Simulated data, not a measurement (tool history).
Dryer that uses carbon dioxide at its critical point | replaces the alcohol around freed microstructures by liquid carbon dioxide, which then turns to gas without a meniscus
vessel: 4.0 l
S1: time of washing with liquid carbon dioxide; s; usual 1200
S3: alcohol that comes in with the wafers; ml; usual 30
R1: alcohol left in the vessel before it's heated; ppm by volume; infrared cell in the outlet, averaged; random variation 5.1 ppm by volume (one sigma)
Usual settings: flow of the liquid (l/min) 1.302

Run 1, hour 0: usual settings. Result: R1 123 ppm by volume.
Run 2, hour 58.2: usual settings but S1 1380 s. Result: R1 98 ppm by volume.
Run 3, hour 122.8: usual settings but S1 1380 s. Result: R1 94 ppm by volume.
Run 4, hour 172.4: usual settings but S1 1380 s. Result: R1 98 ppm by volume.
At hour 181.9: inlet filter changed.
Run 5, hour 221.9: usual settings. Result: R1 118 ppm by volume.
Run 6, hour 271.7: usual settings. Result: R1 127 ppm by volume.
Run 7, hour 337.6: usual settings. Result: R1 128 ppm by volume.
Run 8, hour 379.4: usual settings. Result: R1 140 ppm by volume.
Run 9, hour 424.3: usual settings but S1 1740 s. Result: R1 78 ppm by volume.
At hour 469: purifier's bed changed.
At hour 477.1: inlet filter changed.
Run 10, hour 477.1: usual settings but S1 1740 s. Result: R1 1 ppm by volume.
Run 11, hour 525.6: usual settings. Result: R1 54 ppm by volume.
Run 12, hour 570.3: usual settings but flow of the liquid (l/min) 2. Result: R1 9 ppm by volume.
Run 13, hour 620.8: usual settings but flow of the liquid (l/min) 2. Result: R1 17 ppm by volume.
Run 14, hour 683.3: usual settings but flow of the liquid (l/min) 2. Result: R1 23 ppm by volume.
Run 15, hour 751.5: usual settings but S1 1800 s, flow of the liquid (l/min) 2. Result: R1 8 ppm by volume.
At hour 770.6: inlet filter changed.
Run 16, hour 793.2: usual settings but S1 1800 s, flow of the liquid (l/min) 2. Result: R1 10 ppm by volume.
Run 17, hour 857: usual settings but S1 900 s. Result: R1 206 ppm by volume.
Run 18, hour 904.8: usual settings but flow of the liquid (l/min) 1.61. Result: R1 35 ppm by volume.
Run 19, hour 941.5: usual settings. Result: R1 87 ppm by volume.
Run 20, hour 974.8: usual settings but S3 33 ml. Result: R1 95 ppm by volume.
Run 21, hour 1014.2: usual settings but S1 960 s, S3 33 ml. Result: R1 211 ppm by volume.
At hour 1065.6: inlet filter changed.
Run 22, hour 1068.3: usual settings but S1 960 s, S3 33 ml. Result: R1 173 ppm by volume.
Run 23, hour 1106.5: usual settings but S1 1680 s. Result: R1 32 ppm by volume.
Run 24, hour 1142.9: usual settings but S1 1260 s, flow of the liquid (l/min) 0.91, S3 47 ml. Result: R1 346 ppm by volume.
Run 25, hour 1203.3: usual settings but flow of the liquid (l/min) 1.63, S3 31 ml. Result: R1 56 ppm by volume.
Run 26, hour 1264.3: usual settings but flow of the liquid (l/min) 1.17, S3 55 ml. Result: R1 231 ppm by volume.
Run 27, hour 1296.8: usual settings but flow of the liquid (l/min) 1.17, S3 55 ml. Result: R1 223 ppm by volume.
Run 28, hour 1342.5: usual settings but S1 1860 s, flow of the liquid (l/min) 1.17, S3 46 ml. Result: R1 45 ppm by volume.
At hour 1359.1: inlet filter changed.
Run 29, hour 1402.9: usual settings but S1 840 s, flow of the liquid (l/min) 1.39, S3 84 ml. Result: R1 538 ppm by volume.
Run 30, hour 1460.3: usual settings but S1 1080 s, flow of the liquid (l/min) 1.15, S3 20 ml. Result: R1 134 ppm by volume.
Run 31, hour 1504.6: usual settings but S1 1320 s, flow of the liquid (l/min) 0.82, S3 20 ml. Result: R1 217 ppm by volume.
Run 32, hour 1558.5: usual settings but flow of the liquid (l/min) 1.58. Result: R1 67 ppm by volume.
Run 33, hour 1623.2: usual settings but S1 780 s, flow of the liquid (l/min) 1.88, S3 49 ml. Result: R1 194 ppm by volume.
At hour 1652.2: inlet filter changed.
Run 34, hour 1680.4: usual settings but S1 1560 s, flow of the liquid (l/min) 1.06, S3 80 ml. Result: R1 144 ppm by volume.
Run 35, hour 1710.8: usual settings but S3 86 ml. Result: R1 191 ppm by volume.
Run 36, hour 1747.9: usual settings but S1 720 s, flow of the liquid (l/min) 2, S3 43 ml. Result: R1 170 ppm by volume.
Run 37, hour 1802.6: usual settings but S1 1080 s, flow of the liquid (l/min) 0.94, S3 28 ml. Result: R1 333 ppm by volume.
Run 38, hour 1866.4: usual settings but S1 1680 s. Result: R1 57 ppm by volume.
Run 39, hour 1934.5: usual settings but S3 35 ml. Result: R1 116 ppm by volume.
At hour 1948.7: inlet filter changed.
Run 40, hour 1984.3: usual settings but S1 1440 s, flow of the liquid (l/min) 1.78, S3 85 ml. Result: R1 55 ppm by volume.
Run 41, hour 2031.8: usual settings but S1 1680 s, flow of the liquid (l/min) 0.95, S3 21 ml. Result: R1 83 ppm by volume.
Run 42, hour 2072.3: usual settings but S1 1680 s, flow of the liquid (l/min) 0.95, S3 21 ml. Result: R1 77 ppm by volume.
Run 43, hour 2130.4: usual settings but S1 1680 s, flow of the liquid (l/min) 0.95, S3 21 ml. Result: R1 87 ppm by volume.
Run 44, hour 2165.8: usual settings but S1 780 s, flow of the liquid (l/min) 0.95. Result: R1 863 ppm by volume.
Run 45, hour 2226.4: usual settings but S1 780 s, flow of the liquid (l/min) 0.95. Result: R1 856 ppm by volume.
At hour 2245.1: inlet filter changed.
Run 46, hour 2290.9: usual settings but S1 1560 s, S3 24 ml. Result: R1 67 ppm by volume.

Forecast each of these 4 alternatives for the next run:
Run A, hour 2348: usual settings but S1 960 s, flow of the liquid (l/min) 1.38, S3 28 ml. Result: R1 ?.
Run B, hour 2348: usual settings but S1 1740 s, flow of the liquid (l/min) 0.98, S3 114 ml. Result: R1 ?.
Run C, hour 2348: usual settings but S1 1380 s, flow of the liquid (l/min) 2.17, S3 34 ml. Result: R1 ?.
Run D, hour 2348: usual settings but S3 71 ml. Result: R1 ?.

run   R1
  A  164
  B  189
  C   47
  D  189
Without the tool's hidden state the same runs would have given:
run   R1
  A  100
  B  118
  C    0
  D  121
